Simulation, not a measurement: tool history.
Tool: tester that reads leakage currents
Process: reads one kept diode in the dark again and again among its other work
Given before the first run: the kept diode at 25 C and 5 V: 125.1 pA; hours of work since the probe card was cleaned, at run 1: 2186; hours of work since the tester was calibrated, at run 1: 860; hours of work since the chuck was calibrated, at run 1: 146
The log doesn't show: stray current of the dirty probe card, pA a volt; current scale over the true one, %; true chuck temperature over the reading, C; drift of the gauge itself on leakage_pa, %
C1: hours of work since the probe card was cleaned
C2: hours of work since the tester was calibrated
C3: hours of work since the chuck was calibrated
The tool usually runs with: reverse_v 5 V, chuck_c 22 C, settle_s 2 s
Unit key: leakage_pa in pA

run 1 hour=0 | reverse_v=5 chuck_c=22 settle_s=2 | C1=2186 C2=860 C3=146 | leakage_pa=104.48
run 2 hour=76.4 | reverse_v=5 chuck_c=22 settle_s=2 | C1=2238 C2=911 C3=198 | leakage_pa=103.76
run 3 hour=152.9 | reverse_v=5 chuck_c=22 settle_s=2 | C1=2289 C2=963 C3=249 | leakage_pa=103.45
run 4 hour=220.9 | reverse_v=5 chuck_c=22 settle_s=2 | C1=2335 C2=1009 C3=295 | leakage_pa=103.6
run 5 hour=286 | reverse_v=2.25 chuck_c=22 settle_s=2 | C1=2379 C2=1052 C3=339 | leakage_pa=74.17
run 6 hour=333.4 | reverse_v=2.25 chuck_c=22 settle_s=2 | C1=2411 C2=1084 C3=371 | leakage_pa=74
run 7 hour=398.9 | reverse_v=5 chuck_c=49 settle_s=2 | C1=2455 C2=1129 C3=415 | leakage_pa=843.87
run 8 hour=485.1 | reverse_v=14.55 chuck_c=49 settle_s=2 | C1=2513 C2=1187 C3=473 | leakage_pa=1248.02
run 9 hour=543 | reverse_v=5 chuck_c=52 settle_s=2 | C1=2552 C2=1226 C3=512 | leakage_pa=1043.52
run 10 hour=609.7 | reverse_v=5 chuck_c=34 settle_s=2 | C1=2597 C2=1271 C3=557 | leakage_pa=263.86
run 11 hour=693.8 | reverse_v=5 chuck_c=31 settle_s=2 | C1=2654 C2=1327 C3=614 | leakage_pa=206.2
run 12 hour=737.9 | reverse_v=6.41 chuck_c=26 settle_s=1.08 | C1=2684 C2=1357 C3=644 | leakage_pa=154.3
run 13 hour=808 | reverse_v=6.41 chuck_c=26 settle_s=1.08 | C1=2731 C2=1404 C3=691 | leakage_pa=153.69
run 14 hour=892.5 | reverse_v=6.41 chuck_c=41 settle_s=2.87 | C1=2788 C2=1461 C3=748 | leakage_pa=493.24
run 15 hour=951 | reverse_v=6.41 chuck_c=41 settle_s=2.87 | C1=2827 C2=1501 C3=787 | leakage_pa=493.72
-- hour=991.6 chuck's temperature calibrated
run 16 hour=1015.3 | reverse_v=5 chuck_c=30 settle_s=2 | C1=2869 C2=1543 C3=16 | leakage_pa=202.67
run 17 hour=1057.6 | reverse_v=5 chuck_c=30 settle_s=2 | C1=2898 C2=1571 C3=45 | leakage_pa=201.14
run 18 hour=1110.5 | reverse_v=5 chuck_c=30 settle_s=2 | C1=2934 C2=1607 C3=80 | leakage_pa=200.12
run 19 hour=1175.3 | reverse_v=2.02 chuck_c=22 settle_s=8.94 | C1=2977 C2=1651 C3=124 | leakage_pa=71.89
run 20 hour=1254.1 | reverse_v=6.81 chuck_c=22 settle_s=8.94 | C1=3030 C2=1704 C3=177 | leakage_pa=120.41
-- hour=1285.2 probe card cleaned and baked
run 21 hour=1333.7 | reverse_v=18.93 chuck_c=22 settle_s=0.66 | C1=33 C2=1756 C3=229 | leakage_pa=160.68
run 22 hour=1373 | reverse_v=18.93 chuck_c=22 settle_s=0.66 | C1=59 C2=1782 C3=255 | leakage_pa=159.61

4 ways to go on from here, each from the tool as it stands after run 22. What would each give?
run A hour=1455.3 | reverse_v=1.99 chuck_c=51 settle_s=2 | C1=115 C2=1838 C3=311 | leakage_pa=?
run B hour=1455.3 | reverse_v=5.56 chuck_c=27 settle_s=6.03 | C1=115 C2=1838 C3=311 | leakage_pa=?
run C hour=1455.3 | reverse_v=2.34 chuck_c=22 settle_s=2 | C1=115 C2=1838 C3=311 | leakage_pa=?
run D hour=1455.3 | reverse_v=10.31 chuck_c=49 settle_s=0.99 | C1=115 C2=1838 C3=311 | leakage_pa=?

run=A leakage_pa=694.48
run=B leakage_pa=148.5
run=C leakage_pa=70.54
run=D leakage_pa=1081.61
What these runs would have given with no unlogged condition in the tool:
run=A leakage_pa=722.17
run=B leakage_pa=155.1
run=C leakage_pa=73.82
run=D leakage_pa=1124.51
